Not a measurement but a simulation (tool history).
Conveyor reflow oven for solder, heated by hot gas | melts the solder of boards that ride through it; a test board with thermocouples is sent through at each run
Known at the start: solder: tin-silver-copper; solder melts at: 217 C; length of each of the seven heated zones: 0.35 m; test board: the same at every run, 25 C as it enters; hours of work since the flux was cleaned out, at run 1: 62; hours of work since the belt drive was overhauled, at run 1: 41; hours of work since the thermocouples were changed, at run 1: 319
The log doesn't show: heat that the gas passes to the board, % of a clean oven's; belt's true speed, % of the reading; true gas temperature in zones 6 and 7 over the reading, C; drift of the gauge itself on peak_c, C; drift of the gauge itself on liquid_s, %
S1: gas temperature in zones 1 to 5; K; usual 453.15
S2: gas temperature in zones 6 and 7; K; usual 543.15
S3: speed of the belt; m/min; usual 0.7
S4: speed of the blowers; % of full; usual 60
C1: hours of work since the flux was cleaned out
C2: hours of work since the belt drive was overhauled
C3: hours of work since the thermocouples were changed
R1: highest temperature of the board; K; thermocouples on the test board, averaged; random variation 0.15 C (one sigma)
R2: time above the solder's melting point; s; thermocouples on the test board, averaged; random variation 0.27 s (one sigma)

{"run": 1, "hour": 0.0, "S1": 453.15, "S2": 543.15, "S3": 0.7, "S4": 60, "C1": 62, "C2": 41, "C3": 319, "R1": 523.55, "R2": 45.2}
{"run": 2, "hour": 9.2, "S1": 453.15, "S2": 543.15, "S3": 0.7, "S4": 60, "C1": 68, "C2": 47, "C3": 325, "R1": 523.65, "R2": 44.6}
{"run": 3, "hour": 18.4, "S1": 453.15, "S2": 543.15, "S3": 0.7, "S4": 60, "C1": 73, "C2": 53, "C3": 331, "R1": 523.55, "R2": 44.8}
{"run": 4, "hour": 27.7, "S1": 453.15, "S2": 543.15, "S3": 0.7, "S4": 60, "C1": 79, "C2": 59, "C3": 337, "R1": 523.55, "R2": 44.4}
{"run": 5, "hour": 38.8, "S1": 453.15, "S2": 543.15, "S3": 0.7, "S4": 60, "C1": 86, "C2": 66, "C3": 344, "R1": 523.45, "R2": 44.5}
{"run": 6, "hour": 46.4, "S1": 453.15, "S2": 543.15, "S3": 0.7, "S4": 60, "C1": 91, "C2": 71, "C3": 349, "R1": 523.95, "R2": 44}
{"run": 7, "hour": 52.7, "S1": 453.15, "S2": 543.15, "S3": 0.7, "S4": 60, "C1": 95, "C2": 75, "C3": 353, "R1": 523.45, "R2": 44.3}
{"run": 8, "hour": 60.0, "S1": 453.15, "S2": 543.15, "S3": 0.7, "S4": 60, "C1": 100, "C2": 79, "C3": 357, "R1": 523.75, "R2": 44.4}
{"run": 9, "hour": 70.1, "S1": 453.15, "S2": 543.15, "S3": 0.7, "S4": 60, "C1": 106, "C2": 86, "C3": 364, "R1": 523.85, "R2": 44.4}
{"run": 10, "hour": 78.4, "S1": 453.15, "S2": 543.15, "S3": 0.7, "S4": 60, "C1": 112, "C2": 91, "C3": 369, "R1": 523.55, "R2": 44.6}

Forecast run 11:
{"run": 11, "hour": 89.1, "S1": 453.15, "S2": 543.15, "S3": 0.7, "S4": 60, "C1": 119, "C2": 98, "C3": 376, "R1": "?", "R2": "?"}

{"run 11": {"R1": 523.55, "R2": 44}}
Without the tool's hidden state the same run would have given R1 523.65 K, R2 44.1 s.

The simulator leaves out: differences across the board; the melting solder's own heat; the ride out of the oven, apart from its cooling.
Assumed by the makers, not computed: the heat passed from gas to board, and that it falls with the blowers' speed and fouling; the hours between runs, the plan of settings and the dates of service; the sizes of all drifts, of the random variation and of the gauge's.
